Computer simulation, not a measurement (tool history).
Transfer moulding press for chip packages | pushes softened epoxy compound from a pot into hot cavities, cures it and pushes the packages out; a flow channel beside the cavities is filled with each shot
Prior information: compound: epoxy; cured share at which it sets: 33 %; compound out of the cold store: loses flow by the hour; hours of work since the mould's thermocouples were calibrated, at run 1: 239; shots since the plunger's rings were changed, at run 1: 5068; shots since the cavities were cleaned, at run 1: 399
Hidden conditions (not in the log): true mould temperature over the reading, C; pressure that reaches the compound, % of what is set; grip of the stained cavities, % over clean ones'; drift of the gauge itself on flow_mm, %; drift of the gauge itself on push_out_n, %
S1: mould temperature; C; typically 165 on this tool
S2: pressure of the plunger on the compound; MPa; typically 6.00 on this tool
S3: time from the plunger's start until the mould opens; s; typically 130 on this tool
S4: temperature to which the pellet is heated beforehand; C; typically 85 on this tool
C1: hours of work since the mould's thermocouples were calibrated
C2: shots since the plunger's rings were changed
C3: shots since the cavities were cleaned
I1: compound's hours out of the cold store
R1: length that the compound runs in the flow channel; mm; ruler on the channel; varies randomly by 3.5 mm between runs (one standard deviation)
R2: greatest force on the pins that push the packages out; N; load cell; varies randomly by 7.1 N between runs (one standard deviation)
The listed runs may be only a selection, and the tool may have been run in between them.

Run 1, hour 0.0: usual settings; C1 239; C2 5068; C3 399; I1 43.5. Result: R1 617 mm, R2 513 N.
At hour 11.0: cavities cleaned with cleaning compound and waxed.
Run 2, hour 15.5: usual settings; C1 245; C2 5157; C3 28; I1 27.5. Result: R1 661 mm, R2 311 N.
Run 3, hour 29.0: usual settings; C1 251; C2 5244; C3 115; I1 38.3. Result: R1 626 mm, R2 404 N.
Run 4, hour 39.8: usual settings; C1 255; C2 5313; C3 184; I1 44.2. Result: R1 611 mm, R2 440 N.
Run 5, hour 49.4: usual settings but S3 132 s; C1 260; C2 5374; C3 245; I1 29.1. Result: R1 653 mm, R2 478 N.
Run 6, hour 67.8: usual settings but S3 132 s; C1 268; C2 5492; C3 363; I1 27.2. Result: R1 665 mm, R2 510 N.
Run 7, hour 79.7: usual settings but S3 132 s; C1 273; C2 5567; C3 438; I1 19.2. Result: R1 682 mm, R2 532 N.
At hour 84.3: cavities cleaned with cleaning compound and waxed.
Run 8, hour 94.0: usual settings but S2 6.04 MPa; C1 278; C2 5649; C3 62; I1 33.3. Result: R1 641 mm, R2 342 N.
Run 9, hour 107.7: usual settings but S1 167 C, S2 6.04 MPa; C1 284; C2 5737; C3 150; I1 19.4. Result: R1 675 mm, R2 400 N.
Run 10, hour 115.8: usual settings but S1 167 C, S2 6.04 MPa, S4 92 C; C1 288; C2 5788; C3 201; I1 20.0. Result: R1 667 mm, R2 432 N.
Run 11, hour 124.1: usual settings but S1 167 C, S2 6.04 MPa, S4 92 C; C1 292; C2 5842; C3 255; I1 34.6. Result: R1 634 mm, R2 458 N.
Run 12, hour 142.3: usual settings but S1 167 C, S2 6.04 MPa, S4 92 C; C1 300; C2 5958; C3 371; I1 38.2. Result: R1 617 mm, R2 503 N.
At hour 157.7: cavities cleaned with cleaning compound and waxed.
Run 13, hour 161.2: usual settings but S1 167 C, S2 6.04 MPa, S3 120 s, S4 92 C; C1 307; C2 6069; C3 22; I1 41.2. Result: R1 608 mm, R2 316 N.
At hour 166.1: plunger's sealing rings changed.
Run 14, hour 178.7: usual settings but S1 167 C, S2 6.04 MPa, S3 120 s, S4 92 C; C1 314; C2 80; C3 118; I1 22.2. Result: R1 745 mm, R2 396 N.
Run 15, hour 195.9: usual settings but S1 167 C, S2 6.04 MPa, S3 120 s, S4 92 C; C1 321; C2 190; C3 228; I1 14.9. Result: R1 771 mm, R2 480 N.
Run 16, hour 212.7: usual settings but S1 167 C, S2 4.94 MPa, S3 134 s, S4 82 C; C1 329; C2 297; C3 335; I1 14.2. Result: R1 702 mm, R2 501 N.
Run 17, hour 221.8: usual settings but S1 160 C, S3 148 s, S4 88 C; C1 332; C2 355; C3 393; I1 30.0. Result: R1 728 mm, R2 541 N.
At hour 233.6: cavities cleaned with cleaning compound and waxed.
Run 18, hour 237.2: usual settings but S1 160 C, S3 148 s, S4 88 C; C1 339; C2 444; C3 23; I1 11.8. Result: R1 793 mm, R2 323 N.
Run 19, hour 247.4: usual settings but S1 160 C, S3 148 s, S4 88 C; C1 343; C2 509; C3 88; I1 36.7. Result: R1 711 mm, R2 380 N.
Run 20, hour 262.2: usual settings but S1 160 C, S2 5.55 MPa, S3 113 s, S4 88 C; C1 349; C2 603; C3 182; I1 42.8. Result: R1 661 mm, R2 546 N.
Run 21, hour 279.9: usual settings but S1 160 C, S2 5.17 MPa, S3 148 s, S4 78 C; C1 357; C2 717; C3 296; I1 11.3. Result: R1 736 mm, R2 507 N.
Run 22, hour 295.6: usual settings but S1 160 C, S2 5.17 MPa, S3 148 s, S4 78 C; C1 364; C2 817; C3 396; I1 36.1. Result: R1 655 mm, R2 518 N.
At hour 307.1: cavities cleaned with cleaning compound and waxed.
Run 23, hour 310.3: usual settings but S1 167 C, S2 5.17 MPa, S3 133 s, S4 89 C; C1 370; C2 901; C3 20; I1 13.4. Result: R1 707 mm, R2 309 N.
Run 24, hour 323.2: usual settings but S1 159 C, S2 4.53 MPa, S3 116 s, S4 87 C; C1 376; C2 984; C3 103; I1 21.3. Result: R1 658 mm, R2 535 N.
Run 25, hour 338.6: usual settings but S1 161 C, S3 156 s, S4 81 C; C1 382; C2 1082; C3 201; I1 39.5. Result: R1 692 mm, R2 429 N.
Run 26, hour 351.4: usual settings but S1 163 C, S2 4.82 MPa, S3 161 s, S4 76 C; C1 388; C2 1164; C3 283; I1 32.2. Result: R1 632 mm, R2 482 N.
Run 27, hour 369.2: usual settings but S1 163 C, S2 4.82 MPa, S3 161 s, S4 76 C; C1 396; C2 1277; C3 396; I1 20.2. Result: R1 671 mm, R2 493 N.

Below, each run's measurement less what the same run would have read without the hidden state. Both values contain the same run-to-run variation, but the gauge's scatter may not be the same in both:
run   R1    R2
  1  -69  +232
  2  -75   +25
  3  -73  +102
  4  -72  +145
  5  -78  +178
  6  -81  +217
  7  -85  +236
  8  -81   +57
  9  -87  +117
 10  -87  +148
 11  -83  +177
 12  -83  +218
 13  -84   +22
 14   -3  +101
 15   -5  +172
 16   -5  +207
 17   -7  +235
 18   -8   +25
 19   -9   +80
 20   -9  +171
 21  -12  +200
 22  -11  +223
 23  -14   +33
 24  -14  +122
 25  -16  +154
 26  -16  +193
 27  -19  +222

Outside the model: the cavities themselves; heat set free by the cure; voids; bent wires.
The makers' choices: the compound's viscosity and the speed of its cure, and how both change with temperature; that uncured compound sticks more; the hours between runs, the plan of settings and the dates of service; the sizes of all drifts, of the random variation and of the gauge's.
